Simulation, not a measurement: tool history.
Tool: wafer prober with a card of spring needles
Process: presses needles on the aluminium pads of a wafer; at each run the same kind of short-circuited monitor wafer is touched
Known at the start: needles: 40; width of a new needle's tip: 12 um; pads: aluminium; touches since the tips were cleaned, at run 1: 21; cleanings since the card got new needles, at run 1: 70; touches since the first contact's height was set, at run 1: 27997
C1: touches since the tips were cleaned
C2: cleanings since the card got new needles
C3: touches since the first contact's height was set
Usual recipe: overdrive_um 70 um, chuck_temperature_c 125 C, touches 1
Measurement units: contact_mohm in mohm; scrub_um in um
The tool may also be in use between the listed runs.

run 1 hour=0.0 | overdrive_um=70 chuck_temperature_c=125 touches=1 | C1=21 C2=70 C3=27997 | contact_mohm=236 scrub_um=15.87
-- hour=10.9 tips cleaned on abrasive film
-- hour=22.4 tips cleaned on abrasive film
-- hour=33.8 tips cleaned on abrasive film
run 2 hour=33.8 | overdrive_um=70 chuck_temperature_c=125 touches=1 | C1=0 C2=73 C3=34115 | contact_mohm=232 scrub_um=15.92
-- hour=45.1 tips cleaned on abrasive film
run 3 hour=51.9 | overdrive_um=57 chuck_temperature_c=125 touches=1 | C1=1246 C2=74 C3=37398 | contact_mohm=235 scrub_um=12.81
-- hour=55.4 tips cleaned on abrasive film
-- hour=65.1 tips cleaned on abrasive film
-- hour=76.4 tips cleaned on abrasive film
run 4 hour=80.2 | overdrive_um=70 chuck_temperature_c=81 touches=1 | C1=687 C2=77 C3=42494 | contact_mohm=222 scrub_um=15.80
-- hour=86.8 tips cleaned on abrasive film
-- hour=98.1 tips cleaned on abrasive film
-- hour=108.1 tips cleaned on abrasive film
-- hour=119.1 tips cleaned on abrasive film
run 5 hour=122.4 | overdrive_um=70 chuck_temperature_c=125 touches=1 | C1=600 C2=81 C3=50127 | contact_mohm=233 scrub_um=15.94
-- hour=129.7 tips cleaned on abrasive film
-- hour=141.1 tips cleaned on abrasive film
run 6 hour=144.2 | overdrive_um=70 chuck_temperature_c=125 touches=1 | C1=581 C2=83 C3=54075 | contact_mohm=234 scrub_um=15.84
-- hour=151.2 tips cleaned on abrasive film
-- hour=162.7 tips cleaned on abrasive film
run 7 hour=162.8 | overdrive_um=70 chuck_temperature_c=125 touches=1 | C1=25 C2=85 C3=57430 | contact_mohm=233 scrub_um=15.81
-- hour=174.2 tips cleaned on abrasive film
-- hour=185.8 tips cleaned on abrasive film
-- hour=196.6 tips cleaned on abrasive film
run 8 hour=202.2 | overdrive_um=70 chuck_temperature_c=125 touches=1 | C1=1023 C2=88 C3=64551 | contact_mohm=233 scrub_um=15.87
-- hour=206.5 tips cleaned on abrasive film
-- hour=218.3 tips cleaned on abrasive film
-- hour=228.2 tips cleaned on abrasive film
run 9 hour=228.2 | overdrive_um=70 chuck_temperature_c=125 touches=1 | C1=0 C2=91 C3=69245 | contact_mohm=238 scrub_um=15.87
-- hour=237.9 tips cleaned on abrasive film
-- hour=249.4 tips cleaned on abrasive film
-- hour=260.6 tips cleaned on abrasive film
run 10 hour=263.4 | overdrive_um=70 chuck_temperature_c=41 touches=1 | C1=514 C2=94 C3=75613 | contact_mohm=214 scrub_um=15.93
-- hour=271.9 tips cleaned on abrasive film
-- hour=281.6 tips cleaned on abrasive film
run 11 hour=281.6 | overdrive_um=70 chuck_temperature_c=41 touches=1 | C1=0 C2=96 C3=78900 | contact_mohm=213 scrub_um=15.94
-- hour=292.9 tips cleaned on abrasive film
-- hour=304.4 tips cleaned on abrasive film
run 12 hour=305.0 | overdrive_um=70 chuck_temperature_c=41 touches=1 | C1=111 C2=98 C3=83122 | contact_mohm=212 scrub_um=16.03
-- hour=314.0 tips cleaned on abrasive film
-- hour=323.8 tips cleaned on abrasive film
run 13 hour=323.8 | overdrive_um=70 chuck_temperature_c=41 touches=1 | C1=0 C2=100 C3=86521 | contact_mohm=212 scrub_um=15.99
-- hour=335.9 tips cleaned on abrasive film
-- hour=345.6 tips cleaned on abrasive film
run 14 hour=354.8 | overdrive_um=65 chuck_temperature_c=125 touches=1 | C1=1690 C2=102 C3=92144 | contact_mohm=235 scrub_um=14.78
-- hour=357.3 tips cleaned on abrasive film
-- hour=368.7 tips cleaned on abrasive film
-- hour=379.4 tips cleaned on abrasive film
-- hour=391.3 tips cleaned on abrasive film
run 15 hour=391.3 | overdrive_um=65 chuck_temperature_c=80 touches=1 | C1=0 C2=106 C3=98723 | contact_mohm=224 scrub_um=14.84
-- hour=402.7 tips cleaned on abrasive film
-- hour=414.8 tips cleaned on abrasive film
-- hour=426.2 tips cleaned on abrasive film
run 16 hour=429.2 | overdrive_um=71 chuck_temperature_c=30 touches=2 | C1=543 C2=109 C3=105585 | contact_mohm=213 scrub_um=16.16
-- hour=436.2 tips cleaned on abrasive film
-- hour=447.4 tips cleaned on abrasive film
-- hour=459.3 tips cleaned on abrasive film
run 17 hour=462.8 | overdrive_um=71 chuck_temperature_c=30 touches=2 | C1=637 C2=112 C3=111655 | contact_mohm=209 scrub_um=16.25
-- hour=470.1 tips cleaned on abrasive film
-- hour=481.6 tips cleaned on abrasive film
-- hour=493.0 tips cleaned on abrasive film
run 18 hour=498.0 | overdrive_um=65 chuck_temperature_c=28 touches=3 | C1=917 C2=115 C3=118032 | contact_mohm=213 scrub_um=14.93

What does the tool deliver on the next run?
-- hour=500.7 height of the first contact set anew
-- hour=505.2 tips cleaned on abrasive film
-- hour=517.0 tips cleaned on abrasive film
run 19 hour=523.7 | overdrive_um=71 chuck_temperature_c=30 touches=1 | C1=1230 C2=117 C3=4162 | contact_mohm=? scrub_um=?

{"run 19": {"contact_mohm": 209, "scrub_um": 16.4}}
Minus the tool's unlogged condition, the same run would have read contact_mohm 208 mohm, scrub_um 16.19 um.
